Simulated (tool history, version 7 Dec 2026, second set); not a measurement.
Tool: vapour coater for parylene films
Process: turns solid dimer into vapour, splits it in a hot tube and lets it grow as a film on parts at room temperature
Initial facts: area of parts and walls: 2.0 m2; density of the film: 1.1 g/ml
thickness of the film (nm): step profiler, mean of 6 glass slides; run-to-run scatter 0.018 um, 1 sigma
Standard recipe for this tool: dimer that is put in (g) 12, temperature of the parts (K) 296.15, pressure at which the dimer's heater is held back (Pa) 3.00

| run | hour | dimer that is put in (g) | temperature of the parts (K) | pressure at which the dimer's heater is held back (Pa) | thickness of the film (nm) |
|---|---|---|---|---|---|
| 1 | 0.0 | 12 | 296.15 | 3.00 | 3500 |
| 2 | 16.0 | 12 | 296.15 | 3.00 | 3490 |
| 3 | 35.6 | 12 | 298.15 | 3.00 | 3300 |
| 4 | 44.7 | 12 | 298.15 | 2.28 | 3510 |
| 5 | 57.5 | 6 | 296.15 | 3.00 | 1750 |
| 6 | 69.3 | 6 | 294.15 | 3.00 | 1840 |
| 7 | 77.8 | 6 | 294.15 | 3.00 | 1840 |
| 8 | 88.0 | 6 | 294.15 | 3.00 | 1810 |
| 9 | 99.3 | 12 | 296.15 | 3.00 | 3490 |
| 10 | 117.8 | 12 | 296.15 | 3.00 | 3500 |
| 11 | 132.3 | 19 | 296.15 | 11.92 | 4150 |
| 12 | 140.7 | 11 | 297.15 | 3.24 | 3060 |
| 13 | 159.9 | 11 | 297.15 | 3.24 | 3090 |
| 14 | 179.1 | 20 | 303.15 | 4.29 | 4490 |
| 15 | 190.8 | 11 | 291.15 | 6.89 | 3080 |
| 16 | 203.9 | 11 | 291.15 | 6.89 | 3120 |
| 17 | 212.4 | 11 | 291.15 | 6.89 | 3070 |
| 18 | 227.8 | 11 | 300.15 | 2.05 | 3150 |

Some steps in thickness of the film (nm) between neighbouring runs. How much of each would the tool show without its hidden state too (settings, what came in, random variation), and how much is left for the hidden state, with any gauge scatter that isn't in both results?
What the log doesn't record here: vapour lost through the trap's worn valve, %; true temperature of the parts over the reading, C; drift of the gauge itself on film_um, %.
Run 4 -> 5: dimer that is put in (g) 12 -> 6, temperature of the parts (K) 298.15 -> 296.15, pressure at which the dimer's heater is held back (Pa) 2.28 -> 3.00. thickness of the film (nm) -1760: hidden state +0, all else -1760.
Run 13 -> 14: dimer that is put in (g) 11 -> 20, temperature of the parts (K) 297.15 -> 303.15, pressure at which the dimer's heater is held back (Pa) 3.24 -> 4.29. thickness of the film (nm) +1400: hidden state +20, all else +1380.
